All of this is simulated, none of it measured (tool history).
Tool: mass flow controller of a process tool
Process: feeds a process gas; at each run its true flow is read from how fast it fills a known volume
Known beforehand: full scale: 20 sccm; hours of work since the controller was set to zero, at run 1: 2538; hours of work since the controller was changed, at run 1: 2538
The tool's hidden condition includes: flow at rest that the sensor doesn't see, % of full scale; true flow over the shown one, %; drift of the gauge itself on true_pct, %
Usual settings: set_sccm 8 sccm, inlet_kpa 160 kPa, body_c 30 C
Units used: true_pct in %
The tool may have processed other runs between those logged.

run,hour,set_sccm,inlet_kpa,body_c,hours of work since the controller was set to zero,hours of work since the controller was changed,true_pct
1,0.0,8,160,30,2538,2538,98.86
2,127.1,8,160,30,2576,2576,98.93
3,283.6,8,188,30,2624,2624,98.91
4,396.1,8,188,30,2658,2658,98.85
# hour 419.7: controller's zero set anew
5,513.4,8,140,30,28,2694,99.15
6,769.9,8,140,30,107,2772,99.07
7,994.0,17,214,35,175,2840,99.71
8,1112.8,17,171,35,211,2876,99.95
9,1274.9,4,219,28,260,2925,99.74
10,1467.3,4,219,28,319,2984,99.67
11,1695.0,13,193,25,388,3053,98.43

Alternative continuations, all from the tool just after run 11; predict every row:
# hour 1755.6: controller's zero set anew, once more
A,1933.8,6,202,25,54,3126,?
# hour 1755.6: controller's zero set anew, once more
B,1933.8,3,186,26,54,3126,?
# hour 1755.6: controller's zero set anew, once more
C,1933.8,8,160,29,54,3126,?

run,true_pct
A,96.55
B,96.29
C,97.25
Without the tool's unlogged condition, the same runs would have read:
run,true_pct
A,98.26
B,97.95
C,98.97

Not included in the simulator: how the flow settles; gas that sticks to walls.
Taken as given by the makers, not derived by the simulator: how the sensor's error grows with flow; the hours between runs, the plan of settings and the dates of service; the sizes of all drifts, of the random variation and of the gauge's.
